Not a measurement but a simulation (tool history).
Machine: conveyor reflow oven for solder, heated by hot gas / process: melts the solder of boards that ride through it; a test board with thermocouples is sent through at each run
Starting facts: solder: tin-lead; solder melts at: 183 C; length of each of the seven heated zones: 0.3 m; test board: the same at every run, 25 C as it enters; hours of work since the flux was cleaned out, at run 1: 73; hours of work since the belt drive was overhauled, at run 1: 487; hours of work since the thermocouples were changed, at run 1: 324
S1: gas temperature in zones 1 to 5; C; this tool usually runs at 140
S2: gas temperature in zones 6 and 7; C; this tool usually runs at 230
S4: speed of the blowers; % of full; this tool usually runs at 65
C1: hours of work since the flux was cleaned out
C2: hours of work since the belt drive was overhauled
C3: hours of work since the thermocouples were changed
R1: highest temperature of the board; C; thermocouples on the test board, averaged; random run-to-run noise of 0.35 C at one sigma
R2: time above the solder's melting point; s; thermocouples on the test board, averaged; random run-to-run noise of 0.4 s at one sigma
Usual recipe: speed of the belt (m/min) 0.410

run 1 hour=0.0 | S1=140 S2=230 speed_of_the_belt_(m/min)=0.410 S4=65 | C1=73 C2=487 C3=324 | R1=213.0 R2=63.8
run 2 hour=35.8 | S1=140 S2=230 speed_of_the_belt_(m/min)=0.410 S4=65 | C1=93 C2=508 C3=345 | R1=212.5 R2=63.2
run 3 hour=79.5 | S1=140 S2=230 speed_of_the_belt_(m/min)=0.410 S4=65 | C1=118 C2=533 C3=370 | R1=212.3 R2=62.4
run 4 hour=122.5 | S1=140 S2=230 speed_of_the_belt_(m/min)=0.410 S4=65 | C1=143 C2=557 C3=394 | R1=212.7 R2=62.7
run 5 hour=156.7 | S1=140 S2=230 speed_of_the_belt_(m/min)=0.410 S4=65 | C1=162 C2=577 C3=414 | R1=212.1 R2=62.4
run 6 hour=225.5 | S1=140 S2=230 speed_of_the_belt_(m/min)=0.410 S4=65 | C1=201 C2=616 C3=453 | R1=212.0 R2=61.9
run 7 hour=258.6 | S1=140 S2=230 speed_of_the_belt_(m/min)=0.410 S4=65 | C1=220 C2=635 C3=472 | R1=212.0 R2=61.3
run 8 hour=325.6 | S1=140 S2=230 speed_of_the_belt_(m/min)=0.410 S4=65 | C1=258 C2=673 C3=510 | R1=211.8 R2=60.4
run 9 hour=374.0 | S1=140 S2=230 speed_of_the_belt_(m/min)=0.410 S4=65 | C1=286 C2=700 C3=537 | R1=211.0 R2=60.6
run 10 hour=411.0 | S1=127 S2=239 speed_of_the_belt_(m/min)=0.420 S4=61 | C1=307 C2=721 C3=558 | R1=213.4 R2=56.5
-- hour=476.6 belt drive overhauled, speed set with a stopwatch
run 11 hour=480.2 | S1=127 S2=220 speed_of_the_belt_(m/min)=0.368 S4=61 | C1=344 C2=2 C3=595 | R1=201.6 R2=48.9
run 12 hour=536.2 | S1=150 S2=222 speed_of_the_belt_(m/min)=0.441 S4=51 | C1=376 C2=34 C3=627 | R1=199.6 R2=43.4
run 13 hour=577.6 | S1=150 S2=222 speed_of_the_belt_(m/min)=0.441 S4=51 | C1=399 C2=58 C3=651 | R1=198.8 R2=43.2
run 14 hour=615.2 | S1=150 S2=222 speed_of_the_belt_(m/min)=0.441 S4=51 | C1=421 C2=79 C3=672 | R1=198.4 R2=42.6
run 15 hour=644.7 | S1=127 S2=228 speed_of_the_belt_(m/min)=0.441 S4=52 | C1=438 C2=96 C3=689 | R1=197.9 R2=31.8
-- hour=681.9 flux residue cleaned out of gas plates and filters
run 16 hour=694.5 | S1=127 S2=228 speed_of_the_belt_(m/min)=0.441 S4=52 | C1=7 C2=121 C3=715 | R1=200.7 R2=38.7
run 17 hour=725.8 | S1=139 S2=230 speed_of_the_belt_(m/min)=0.334 S4=73 | C1=25 C2=139 C3=732 | R1=218.8 R2=86.3
run 18 hour=760.9 | S1=140 S2=230 speed_of_the_belt_(m/min)=0.399 S4=65 | C1=45 C2=159 C3=752 | R1=212.4 R2=65.4

For each entry between runs, how does the tool's hidden state at the last listed run before it compare with that at the first listed run after it?
Runs 10 to 11: belt drive overhauled, speed set with a stopwatch (hour 476.6)
  heat that the gas passes to the board, % of a clean oven's: 88.5 -> 87.3; belt's true speed, % of the reading: 99.16 -> 99.96; true gas temperature in zones 6 and 7 over the reading, C: -2.44 -> -2.59
  what was measured, less what the result would be without the hidden state, R1: -5.0 -> -5.0 C; R2: -4.7 -> -8.6 s
Runs 15 to 16: flux residue cleaned out of gas plates and filters (hour 681.9)
  heat that the gas passes to the board, % of a clean oven's: 84.2 -> 97.9; belt's true speed, % of the reading: 99.85 -> 99.82; true gas temperature in zones 6 and 7 over the reading, C: -2.94 -> -3.04
  what was measured, less what the result would be without the hidden state, R1: -6.4 -> -2.9 C; R2: -10.0 -> -3.9 s
